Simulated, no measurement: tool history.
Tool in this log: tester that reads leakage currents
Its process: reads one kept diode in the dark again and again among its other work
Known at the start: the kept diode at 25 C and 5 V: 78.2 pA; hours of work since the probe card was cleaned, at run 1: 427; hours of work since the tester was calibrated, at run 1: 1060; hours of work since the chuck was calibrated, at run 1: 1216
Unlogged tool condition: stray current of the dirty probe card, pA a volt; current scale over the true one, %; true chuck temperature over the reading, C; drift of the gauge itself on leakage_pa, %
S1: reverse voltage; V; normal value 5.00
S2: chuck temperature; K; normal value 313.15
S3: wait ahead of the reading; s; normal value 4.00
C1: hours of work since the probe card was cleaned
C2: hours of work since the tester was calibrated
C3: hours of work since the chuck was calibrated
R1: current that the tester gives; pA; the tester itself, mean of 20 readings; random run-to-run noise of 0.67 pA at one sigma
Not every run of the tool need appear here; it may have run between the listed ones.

{"run": 1, "hour": 0.0, "S1": 5.0, "S2": 313.15, "S3": 4.0, "C1": 427, "C2": 1060, "C3": 1216, "R1": 222.04}
{"run": 2, "hour": 109.1, "S1": 5.0, "S2": 313.15, "S3": 4.0, "C1": 494, "C2": 1127, "C3": 1283, "R1": 222.58}
{"run": 3, "hour": 165.3, "S1": 5.0, "S2": 313.15, "S3": 4.0, "C1": 528, "C2": 1161, "C3": 1317, "R1": 222.62}
{"hour": 229.1, "done": "chuck's temperature calibrated"}
{"run": 4, "hour": 233.5, "S1": 5.0, "S2": 313.15, "S3": 4.0, "C1": 568, "C2": 1201, "C3": 3, "R1": 222.06}
{"run": 5, "hour": 297.0, "S1": 5.0, "S2": 313.15, "S3": 4.0, "C1": 607, "C2": 1240, "C3": 41, "R1": 223.47}
{"run": 6, "hour": 382.0, "S1": 5.0, "S2": 313.15, "S3": 4.0, "C1": 659, "C2": 1292, "C3": 93, "R1": 222.5}
{"run": 7, "hour": 454.5, "S1": 4.1, "S2": 313.15, "S3": 4.0, "C1": 703, "C2": 1336, "C3": 137, "R1": 201.83}
{"run": 8, "hour": 524.4, "S1": 4.1, "S2": 313.15, "S3": 4.0, "C1": 746, "C2": 1379, "C3": 180, "R1": 202.08}
{"run": 9, "hour": 593.0, "S1": 4.1, "S2": 313.15, "S3": 4.0, "C1": 788, "C2": 1420, "C3": 222, "R1": 201.92}
{"run": 10, "hour": 666.4, "S1": 4.1, "S2": 313.15, "S3": 4.0, "C1": 832, "C2": 1465, "C3": 267, "R1": 201.21}
{"run": 11, "hour": 769.5, "S1": 4.1, "S2": 313.15, "S3": 4.0, "C1": 895, "C2": 1528, "C3": 330, "R1": 202.99}
{"run": 12, "hour": 852.8, "S1": 4.1, "S2": 313.15, "S3": 4.0, "C1": 946, "C2": 1579, "C3": 380, "R1": 201.79}
{"run": 13, "hour": 910.3, "S1": 4.1, "S2": 313.15, "S3": 4.0, "C1": 981, "C2": 1614, "C3": 415, "R1": 202.23}
{"run": 14, "hour": 968.2, "S1": 5.0, "S2": 313.15, "S3": 4.0, "C1": 1016, "C2": 1649, "C3": 451, "R1": 222.11}
{"run": 15, "hour": 1021.3, "S1": 5.0, "S2": 313.15, "S3": 4.0, "C1": 1049, "C2": 1682, "C3": 483, "R1": 222.59}
{"run": 16, "hour": 1107.4, "S1": 9.7, "S2": 313.15, "S3": 4.0, "C1": 1101, "C2": 1734, "C3": 536, "R1": 306.62}
{"run": 17, "hour": 1158.6, "S1": 9.7, "S2": 330.15, "S3": 4.0, "C1": 1133, "C2": 1765, "C3": 567, "R1": 892.61}
{"run": 18, "hour": 1256.7, "S1": 5.0, "S2": 313.15, "S3": 0.98, "C1": 1192, "C2": 1825, "C3": 627, "R1": 223.59}
{"run": 19, "hour": 1302.3, "S1": 5.0, "S2": 313.15, "S3": 4.0, "C1": 1220, "C2": 1853, "C3": 654, "R1": 222.07}
{"run": 20, "hour": 1410.2, "S1": 5.0, "S2": 313.15, "S3": 4.0, "C1": 1286, "C2": 1919, "C3": 720, "R1": 222.92}
{"run": 21, "hour": 1480.0, "S1": 2.86, "S2": 308.15, "S3": 0.4, "C1": 1329, "C2": 1961, "C3": 763, "R1": 122.99}
{"run": 22, "hour": 1566.7, "S1": 3.14, "S2": 307.15, "S3": 6.99, "C1": 1381, "C2": 2014, "C3": 816, "R1": 117.84}
{"run": 23, "hour": 1644.1, "S1": 1.18, "S2": 313.15, "S3": 4.0, "C1": 1429, "C2": 2061, "C3": 863, "R1": 110.46}
{"run": 24, "hour": 1728.3, "S1": 17.18, "S2": 297.15, "S3": 0.48, "C1": 1480, "C2": 2113, "C3": 914, "R1": 143.79}
{"run": 25, "hour": 1783.4, "S1": 5.0, "S2": 313.15, "S3": 6.5, "C1": 1514, "C2": 2146, "C3": 948, "R1": 222.07}
{"run": 26, "hour": 1882.7, "S1": 6.45, "S2": 313.15, "S3": 7.3, "C1": 1574, "C2": 2207, "C3": 1008, "R1": 252.24}
{"run": 27, "hour": 1947.1, "S1": 6.45, "S2": 313.15, "S3": 7.3, "C1": 1613, "C2": 2246, "C3": 1048, "R1": 251.66}
{"run": 28, "hour": 2008.2, "S1": 6.45, "S2": 313.15, "S3": 7.3, "C1": 1651, "C2": 2283, "C3": 1085, "R1": 250.74}
{"run": 29, "hour": 2089.4, "S1": 6.45, "S2": 313.15, "S3": 7.3, "C1": 1700, "C2": 2333, "C3": 1134, "R1": 251.94}
{"run": 30, "hour": 2182.9, "S1": 9.22, "S2": 299.15, "S3": 2.58, "C1": 1757, "C2": 2390, "C3": 1191, "R1": 113.81}
{"run": 31, "hour": 2291.0, "S1": 9.22, "S2": 299.15, "S3": 2.58, "C1": 1823, "C2": 2456, "C3": 1257, "R1": 114.25}
{"run": 32, "hour": 2372.2, "S1": 3.48, "S2": 313.15, "S3": 3.12, "C1": 1873, "C2": 2505, "C3": 1307, "R1": 186.73}
{"hour": 2453.5, "done": "chuck's temperature calibrated"}
{"run": 33, "hour": 2468.8, "S1": 9.47, "S2": 331.15, "S3": 3.12, "C1": 1930, "C2": 2563, "C3": 9, "R1": 941.38}
{"run": 34, "hour": 2561.9, "S1": 2.17, "S2": 293.15, "S3": 4.0, "C1": 1987, "C2": 2620, "C3": 66, "R1": 36.02}
{"run": 35, "hour": 2630.0, "S1": 9.21, "S2": 313.15, "S3": 4.0, "C1": 2029, "C2": 2661, "C3": 108, "R1": 300.52}
{"run": 36, "hour": 2691.7, "S1": 9.21, "S2": 313.15, "S3": 1.26, "C1": 2066, "C2": 2699, "C3": 145, "R1": 303.17}
{"run": 37, "hour": 2764.0, "S1": 9.21, "S2": 313.15, "S3": 1.26, "C1": 2110, "C2": 2743, "C3": 189, "R1": 300.5}
{"run": 38, "hour": 2860.5, "S1": 16.16, "S2": 295.15, "S3": 0.69, "C1": 2169, "C2": 2802, "C3": 248, "R1": 118.6}
{"run": 39, "hour": 2944.8, "S1": 16.16, "S2": 295.15, "S3": 0.69, "C1": 2221, "C2": 2853, "C3": 300, "R1": 118.64}
{"hour": 3000.4, "done": "tester calibrated"}
{"run": 40, "hour": 3031.5, "S1": 5.69, "S2": 297.15, "S3": 0.7, "C1": 2272, "C2": 19, "C3": 351, "R1": 79.98}

Same runs, no hidden state in the tool, same run-to-run variation:
run=1 R1=222.72
run=2 R1=223.30
run=3 R1=223.35
run=4 R1=222.10
run=5 R1=223.53
run=6 R1=222.59
run=7 R1=201.92
run=8 R1=202.20
run=9 R1=202.05
run=10 R1=201.36
run=11 R1=203.17
run=12 R1=201.99
run=13 R1=202.44
run=14 R1=222.36
run=15 R1=222.86
run=16 R1=306.99
run=17 R1=893.83
run=18 R1=223.92
run=19 R1=222.42
run=20 R1=223.30
run=21 R1=123.21
run=22 R1=118.06
run=23 R1=110.70
run=24 R1=143.91
run=25 R1=222.55
run=26 R1=252.81
run=27 R1=252.26
run=28 R1=251.35
run=29 R1=252.58
run=30 R1=114.04
run=31 R1=114.49
run=32 R1=187.29
run=33 R1=941.74
run=34 R1=36.01
run=35 R1=300.59
run=36 R1=303.27
run=37 R1=300.61
run=38 R1=118.42
run=39 R1=118.46
run=40 R1=79.94

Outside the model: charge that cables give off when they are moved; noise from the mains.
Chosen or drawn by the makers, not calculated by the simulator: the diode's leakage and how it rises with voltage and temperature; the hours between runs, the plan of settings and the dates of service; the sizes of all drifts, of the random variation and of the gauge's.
